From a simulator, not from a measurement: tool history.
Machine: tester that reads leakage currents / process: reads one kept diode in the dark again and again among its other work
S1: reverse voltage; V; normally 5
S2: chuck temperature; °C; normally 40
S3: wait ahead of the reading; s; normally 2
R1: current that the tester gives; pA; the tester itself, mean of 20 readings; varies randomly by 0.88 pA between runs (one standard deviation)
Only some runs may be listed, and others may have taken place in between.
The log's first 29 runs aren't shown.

{"run": 30, "hour": 1024.6, "S1": 5, "S2": 40, "S3": 1.45, "R1": 293.56}
{"run": 31, "hour": 1071.6, "S1": 5, "S2": 40, "S3": 4.37, "R1": 293.29}
{"run": 32, "hour": 1113.5, "S1": 1.35, "S2": 35, "S3": 2, "R1": 132.43}
{"run": 33, "hour": 1145.9, "S1": 1.52, "S2": 35, "S3": 2, "R1": 136.65}
{"run": 34, "hour": 1176.4, "S1": 1.52, "S2": 26, "S3": 7.2, "R1": 64.41}
{"run": 35, "hour": 1223.6, "S1": 17.95, "S2": 37, "S3": 0.99, "R1": 345.86}
{"run": 36, "hour": 1261.3, "S1": 12.24, "S2": 20, "S3": 0.93, "R1": 75.16}
{"run": 37, "hour": 1303.4, "S1": 8.71, "S2": 40, "S3": 2, "R1": 349.07}

Alternative continuations, all from the tool just after run 37; predict every row:
{"run": "A", "hour": 1339.6, "S1": 4.03, "S2": 58, "S3": 3.64, "R1": "?"}
{"run": "B", "hour": 1339.6, "S1": 1.15, "S2": 45, "S3": 0.76, "R1": "?"}
{"run": "C", "hour": 1339.6, "S1": 3.61, "S2": 23, "S3": 2, "R1": "?"}

run=A R1=1044.29
run=B R1=275.53
run=C R1=65.33
Without the tool's unlogged condition, the same runs would have read:
run=A R1=1043.97
run=B R1=275.44
run=C R1=65.28

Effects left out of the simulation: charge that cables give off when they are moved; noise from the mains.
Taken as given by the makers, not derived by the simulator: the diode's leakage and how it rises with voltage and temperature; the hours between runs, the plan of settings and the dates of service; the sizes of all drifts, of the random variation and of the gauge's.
